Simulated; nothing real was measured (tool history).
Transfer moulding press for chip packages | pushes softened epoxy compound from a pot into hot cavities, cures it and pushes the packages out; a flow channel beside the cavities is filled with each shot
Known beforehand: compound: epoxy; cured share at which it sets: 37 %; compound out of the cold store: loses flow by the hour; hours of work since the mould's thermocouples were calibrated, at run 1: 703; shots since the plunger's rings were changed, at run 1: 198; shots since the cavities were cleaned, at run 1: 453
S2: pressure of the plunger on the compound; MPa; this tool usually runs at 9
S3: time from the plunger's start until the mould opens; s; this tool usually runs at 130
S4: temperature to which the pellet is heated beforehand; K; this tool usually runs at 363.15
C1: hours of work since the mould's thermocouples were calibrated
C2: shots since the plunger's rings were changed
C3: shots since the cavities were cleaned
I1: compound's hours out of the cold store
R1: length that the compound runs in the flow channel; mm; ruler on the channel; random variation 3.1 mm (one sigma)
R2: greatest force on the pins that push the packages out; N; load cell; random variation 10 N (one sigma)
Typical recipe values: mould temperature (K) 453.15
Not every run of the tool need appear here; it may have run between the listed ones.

run 1 hour=0 | mould_temperature_(K)=453.15 S2=9 S3=130 S4=363.15 | C1=703 C2=198 C3=453 | I1=42.5 | R1=536 R2=808
-- hour=9.5 cavities cleaned with cleaning compound and waxed
run 2 hour=45 | mould_temperature_(K)=453.15 S2=9 S3=130 S4=363.15 | C1=732 C2=611 C3=337 | I1=29.9 | R1=552 R2=753
-- hour=56 mould's thermocouples calibrated
-- hour=73.2 cavities cleaned with cleaning compound and waxed
run 3 hour=111.6 | mould_temperature_(K)=453.15 S2=9 S3=130 S4=363.15 | C1=36 C2=1212 C3=365 | I1=35.3 | R1=532 R2=707
-- hour=131.5 cavities cleaned with cleaning compound and waxed
-- hour=190.6 cavities cleaned with cleaning compound and waxed
run 4 hour=215.1 | mould_temperature_(K)=453.15 S2=9 S3=130 S4=363.15 | C1=103 C2=2169 C3=234 | I1=23.1 | R1=539 R2=677
-- hour=246.6 cavities cleaned with cleaning compound and waxed
run 5 hour=286.6 | mould_temperature_(K)=453.15 S2=9 S3=130 S4=363.15 | C1=149 C2=2835 C3=380 | I1=44.1 | R1=503 R2=721
-- hour=296.1 plunger's sealing rings changed
-- hour=306.6 cavities cleaned with cleaning compound and waxed
-- hour=362.5 cavities cleaned with cleaning compound and waxed
run 6 hour=370.5 | mould_temperature_(K)=453.15 S2=9 S3=142 S4=363.15 | C1=201 C2=680 C3=77 | I1=24.4 | R1=545 R2=500
run 7 hour=411.4 | mould_temperature_(K)=453.15 S2=9 S3=142 S4=363.15 | C1=228 C2=1069 C3=466 | I1=44.4 | R1=518 R2=677
-- hour=418.4 cavities cleaned with cleaning compound and waxed
run 8 hour=468.1 | mould_temperature_(K)=446.15 S2=9 S3=142 S4=363.15 | C1=265 C2=1594 C3=473 | I1=35.1 | R1=542 R2=1012
-- hour=474.8 cavities cleaned with cleaning compound and waxed
run 9 hour=519.6 | mould_temperature_(K)=452.15 S2=9 S3=130 S4=363.15 | C1=298 C2=2070 C3=426 | I1=17.2 | R1=553 R2=839
-- hour=534.2 cavities cleaned with cleaning compound and waxed
-- hour=591.8 cavities cleaned with cleaning compound and waxed
-- hour=616.7 plunger's sealing rings changed
run 10 hour=622.5 | mould_temperature_(K)=455.15 S2=9 S3=130 S4=363.15 | C1=363 C2=55 C3=268 | I1=29.7 | R1=549 R2=650
-- hour=650.7 cavities cleaned with cleaning compound and waxed
-- hour=708.8 cavities cleaned with cleaning compound and waxed
run 11 hour=712.2 | mould_temperature_(K)=455.15 S2=9 S3=130 S4=363.15 | C1=421 C2=880 C3=32 | I1=21.5 | R1=552 R2=488
-- hour=764.7 cavities cleaned with cleaning compound and waxed
run 12 hour=789.6 | mould_temperature_(K)=455.15 S2=9 S3=130 S4=363.15 | C1=471 C2=1603 C3=237 | I1=12.2 | R1=558 R2=651
-- hour=821 cavities cleaned with cleaning compound and waxed
run 13 hour=866.3 | mould_temperature_(K)=455.15 S2=9 S3=130 S4=363.15 | C1=521 C2=2319 C3=431 | I1=17.3 | R1=540 R2=706
-- hour=876.3 cavities cleaned with cleaning compound and waxed
-- hour=934.2 plunger's sealing rings changed
-- hour=935.7 cavities cleaned with cleaning compound and waxed
run 14 hour=938.4 | mould_temperature_(K)=455.15 S2=9 S3=130 S4=363.15 | C1=565 C2=26 C3=26 | I1=27.2 | R1=553 R2=492
-- hour=992.9 cavities cleaned with cleaning compound and waxed
run 15 hour=1031.8 | mould_temperature_(K)=457.15 S2=9 S3=130 S4=363.15 | C1=626 C2=900 C3=370 | I1=14 | R1=553 R2=649
-- hour=1055.6 cavities cleaned with cleaning compound and waxed
run 16 hour=1089.4 | mould_temperature_(K)=457.15 S2=8.46 S3=132 S4=372.15 | C1=664 C2=1434 C3=321 | I1=27.7 | R1=515 R2=636
-- hour=1115.5 cavities cleaned with cleaning compound and waxed
-- hour=1172.2 cavities cleaned with cleaning compound and waxed
run 17 hour=1176.3 | mould_temperature_(K)=453.15 S2=9 S3=163 S4=354.15 | C1=719 C2=2233 C3=39 | I1=40.9 | R1=519 R2=433
-- hour=1203.1 mould's thermocouples calibrated
-- hour=1236.1 cavities cleaned with cleaning compound and waxed
-- hour=1255.8 plunger's sealing rings changed
run 18 hour=1265 | mould_temperature_(K)=453.15 S2=9 S3=114 S4=354.15 | C1=38 C2=87 C3=252 | I1=12.5 | R1=577 R2=895
-- hour=1298 cavities cleaned with cleaning compound and waxed
run 19 hour=1323.2 | mould_temperature_(K)=453.15 S2=9 S3=114 S4=354.15 | C1=76 C2=627 C3=240 | I1=36.1 | R1=531 R2=827
-- hour=1356.6 cavities cleaned with cleaning compound and waxed
run 20 hour=1368 | mould_temperature_(K)=453.15 S2=7.72 S3=130 S4=363.15 | C1=105 C2=1039 C3=109 | I1=31.9 | R1=491 R2=558

4 ways to go on from here, each from the tool as it stands after run 20. What would each give?
-- hour=1417.2 cavities cleaned with cleaning compound and waxed
run A hour=1456.1 | mould_temperature_(K)=446.15 S2=7.72 S3=160 S4=363.15 | C1=162 C2=1863 C3=370 | I1=34 | R1=? R2=?
-- hour=1417.2 cavities cleaned with cleaning compound and waxed
run B hour=1456.1 | mould_temperature_(K)=449.15 S2=9.06 S3=134 S4=363.15 | C1=162 C2=1863 C3=370 | I1=47.5 | R1=? R2=?
-- hour=1417.2 cavities cleaned with cleaning compound and waxed
run C hour=1456.1 | mould_temperature_(K)=457.15 S2=10.62 S3=147 S4=363.15 | C1=162 C2=1863 C3=370 | I1=33.9 | R1=? R2=?
-- hour=1417.2 cavities cleaned with cleaning compound and waxed
run D hour=1456.1 | mould_temperature_(K)=453.15 S2=9.51 S3=130 S4=363.15 | C1=162 C2=1863 C3=370 | I1=23.2 | R1=? R2=?

run=A R1=500 R2=773
run=B R1=519 R2=867
run=C R1=568 R2=599
run=D R1=552 R2=762
Take away the tool's hidden state, keep each run's random variation, and the runs would have read:
run=A R1=518 R2=483
run=B R1=538 R2=543
run=C R1=588 R2=385
run=D R1=572 R2=479
